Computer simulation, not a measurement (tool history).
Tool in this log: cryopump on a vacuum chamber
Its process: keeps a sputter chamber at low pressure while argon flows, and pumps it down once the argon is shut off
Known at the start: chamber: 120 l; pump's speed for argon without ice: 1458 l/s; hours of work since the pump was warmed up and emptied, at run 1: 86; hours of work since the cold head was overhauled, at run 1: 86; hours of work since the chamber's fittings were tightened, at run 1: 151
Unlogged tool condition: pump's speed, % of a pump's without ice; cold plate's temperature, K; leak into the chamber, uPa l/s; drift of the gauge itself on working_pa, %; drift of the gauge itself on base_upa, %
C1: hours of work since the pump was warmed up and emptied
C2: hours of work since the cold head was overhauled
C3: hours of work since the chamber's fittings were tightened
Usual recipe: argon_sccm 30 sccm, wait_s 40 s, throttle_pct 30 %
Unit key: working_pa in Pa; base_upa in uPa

Run 1, day 0.000: usual settings; C1 86; C2 86; C3 151. Result: working_pa 0.1161 Pa, base_upa 2.40 uPa.
Run 2, day 0.412: usual settings; C1 95; C2 95; C3 160. Result: working_pa 0.1166 Pa, base_upa 2.35 uPa.
Run 3, day 1.017: usual settings; C1 107; C2 107; C3 173. Result: working_pa 0.1171 Pa, base_upa 2.32 uPa.
Run 4, day 1.392: usual settings; C1 115; C2 115; C3 181. Result: working_pa 0.1169 Pa, base_upa 2.41 uPa.
Run 5, day 2.146: usual settings but argon_sccm 56 sccm; C1 131; C2 131; C3 197. Result: working_pa 0.2187 Pa, base_upa 2.35 uPa.
Run 6, day 2.458: usual settings but wait_s 59 s; C1 138; C2 138; C3 203. Result: working_pa 0.1178 Pa, base_upa 1.78 uPa.
Run 7, day 3.121: usual settings but throttle_pct 16 %; C1 152; C2 152; C3 217. Result: working_pa 0.2180 Pa, base_upa 2.49 uPa.
Run 8, day 3.792: usual settings but throttle_pct 16 %; C1 166; C2 166; C3 231. Result: working_pa 0.2188 Pa, base_upa 2.42 uPa.
Run 9, day 4.196: usual settings but throttle_pct 23 %; C1 174; C2 174; C3 240. Result: working_pa 0.1523 Pa, base_upa 2.48 uPa.
Run 10, day 4.604: usual settings but argon_sccm 17 sccm, wait_s 142 s, throttle_pct 24 %; C1 183; C2 183; C3 248. Result: working_pa 0.0828 Pa, base_upa 0.98 uPa.
Run 11, day 4.958: usual settings but wait_s 65 s, throttle_pct 46 %; C1 190; C2 190; C3 256. Result: working_pa 0.0775 Pa, base_upa 1.68 uPa.
Run 12, day 5.346: usual settings but argon_sccm 31 sccm, wait_s 35 s; C1 199; C2 199; C3 264. Result: working_pa 0.1204 Pa, base_upa 2.75 uPa.
Run 13, day 5.975: usual settings but argon_sccm 14 sccm, wait_s 49 s, throttle_pct 19 %; C1 212; C2 212; C3 277. Result: working_pa 0.0864 Pa, base_upa 2.04 uPa.
Run 14, day 6.525: usual settings but argon_sccm 14 sccm, wait_s 49 s, throttle_pct 19 %; C1 223; C2 223; C3 289. Result: working_pa 0.0856 Pa, base_upa 2.06 uPa.
Run 15, day 7.054: usual settings but argon_sccm 13 sccm, wait_s 35 s, throttle_pct 43 %; C1 235; C2 235; C3 300. Result: working_pa 0.0358 Pa, base_upa 2.80 uPa.
Run 16, day 7.650: usual settings but argon_sccm 13 sccm, wait_s 74 s, throttle_pct 21 %; C1 247; C2 247; C3 313. Result: working_pa 0.0720 Pa, base_upa 1.54 uPa.
Run 17, day 8.246: usual settings but argon_sccm 13 sccm, wait_s 74 s, throttle_pct 21 %; C1 260; C2 260; C3 325. Result: working_pa 0.0727 Pa, base_upa 1.54 uPa.
Run 18, day 8.833: usual settings but argon_sccm 34 sccm, throttle_pct 22 %; C1 272; C2 272; C3 338. Result: working_pa 0.1814 Pa, base_upa 2.50 uPa.

Each row is a separate what-if for the run after 18, all from the same tool condition, not one after another. Results?
Run A, day 9.304: usual settings but argon_sccm 50 sccm, wait_s 234 s, throttle_pct 21 %; C1 282; C2 282; C3 347. Result: working_pa ?, base_upa ?.
Run B, day 9.304: usual settings but argon_sccm 48 sccm, wait_s 25 s, throttle_pct 33 %; C1 282; C2 282; C3 347. Result: working_pa ?, base_upa ?.
Run C, day 9.304: usual settings but argon_sccm 15 sccm, throttle_pct 22 %; C1 282; C2 282; C3 347. Result: working_pa ?, base_upa ?.
Run D, day 9.304: usual settings but argon_sccm 19 sccm, wait_s 110 s, throttle_pct 24 %; C1 282; C2 282; C3 347. Result: working_pa ?, base_upa ?.

run  working_pa  base_upa
  A      0.2793      0.83
  B      0.1724      3.63
  C      0.0802      2.55
  D      0.0920      1.22
Take away the tool's hidden state, keep each run's random variation, and the runs would have read:
run  working_pa  base_upa
  A      0.2763      0.53
  B      0.1696      3.33
  C      0.0793      2.24
  D      0.0909      0.92
